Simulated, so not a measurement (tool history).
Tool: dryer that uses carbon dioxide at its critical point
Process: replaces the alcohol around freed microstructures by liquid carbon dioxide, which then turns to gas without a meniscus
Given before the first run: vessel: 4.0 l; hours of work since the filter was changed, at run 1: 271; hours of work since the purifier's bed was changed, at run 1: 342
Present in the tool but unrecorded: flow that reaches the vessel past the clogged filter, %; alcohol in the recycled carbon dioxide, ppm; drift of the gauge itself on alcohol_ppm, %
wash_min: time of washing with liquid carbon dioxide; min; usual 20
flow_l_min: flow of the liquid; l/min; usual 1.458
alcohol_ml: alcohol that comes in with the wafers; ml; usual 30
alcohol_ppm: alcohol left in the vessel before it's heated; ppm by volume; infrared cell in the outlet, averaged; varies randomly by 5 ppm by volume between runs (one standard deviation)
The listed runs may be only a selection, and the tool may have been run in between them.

run,hour,wash_min,flow_l_min,alcohol_ml,hours of work since the filter was changed,hours of work since the purifier's bed was changed,alcohol_ppm
1,0.0,20,1.458,30,271,342,92
2,27.6,20,2.380,30,280,351,74
3,51.4,20,2.380,30,288,359,81
4,65.7,20,2.380,30,292,364,74
5,78.5,20,2.380,30,297,368,81
6,99.1,20,1.458,30,303,375,107
7,112.3,20,1.458,30,308,379,111
8,139.0,20,1.458,30,317,388,107
9,160.8,20,1.458,30,324,395,115
# hour 168.2: inlet filter changed
10,181.2,20,1.458,30,4,401,96
11,198.9,20,1.160,30,10,407,148
12,214.6,20,1.458,30,15,412,90
13,238.9,13,1.458,30,23,420,237
14,254.4,13,1.458,30,28,426,232
15,270.8,13,1.458,30,34,431,235
16,299.7,13,1.458,102,43,441,608
17,312.7,20,1.458,30,48,445,102
18,329.5,20,1.458,30,53,450,109
19,352.0,20,1.458,30,61,458,116
20,370.1,20,1.458,30,67,464,119
21,391.3,31,1.458,30,74,471,92
22,416.8,18,1.458,30,82,479,134
23,435.0,20,1.260,30,88,485,138
24,454.0,20,1.910,96,94,492,103
25,472.2,27,1.630,87,100,498,102
26,486.7,25,1.458,30,105,502,108
27,509.9,25,1.458,30,113,510,113
28,538.6,22,2.310,61,122,520,103
29,566.1,12,1.350,61,132,529,692
30,584.1,20,1.080,30,137,535,204
31,598.8,20,1.080,30,142,539,214
32,624.7,20,1.080,30,151,548,215
33,642.5,20,1.080,30,157,554,217
34,665.3,20,1.080,30,164,561,221
35,680.5,20,0.910,20,169,566,265
36,707.1,15,1.230,24,178,575,284
37,724.0,19,1.030,24,184,581,238
38,740.2,20,1.690,30,189,586,127
39,761.0,14,1.390,57,196,593,431
40,776.8,14,1.390,57,201,598,432
41,793.9,14,1.390,57,207,604,449
42,819.8,20,1.458,30,215,612,158
43,846.9,20,1.870,21,224,621,122
44,864.9,20,1.870,21,230,627,135

Consider 4 possible next runs. They are alternatives, not a sequence: every one starts from the tool as it was left by run 44. What does each give?
A,877.5,12,1.270,89,234,632,?
B,877.5,12,1.090,23,234,632,?
C,877.5,17,1.360,115,234,632,?
D,877.5,28,2.190,31,234,632,?

run,alcohol_ppm
A,1333
B,600
C,472
D,122
The same runs, with their run-to-run variation unchanged, on a tool lacking any hidden condition would have given:
run,alcohol_ppm
A,916
B,382
C,237
D,5

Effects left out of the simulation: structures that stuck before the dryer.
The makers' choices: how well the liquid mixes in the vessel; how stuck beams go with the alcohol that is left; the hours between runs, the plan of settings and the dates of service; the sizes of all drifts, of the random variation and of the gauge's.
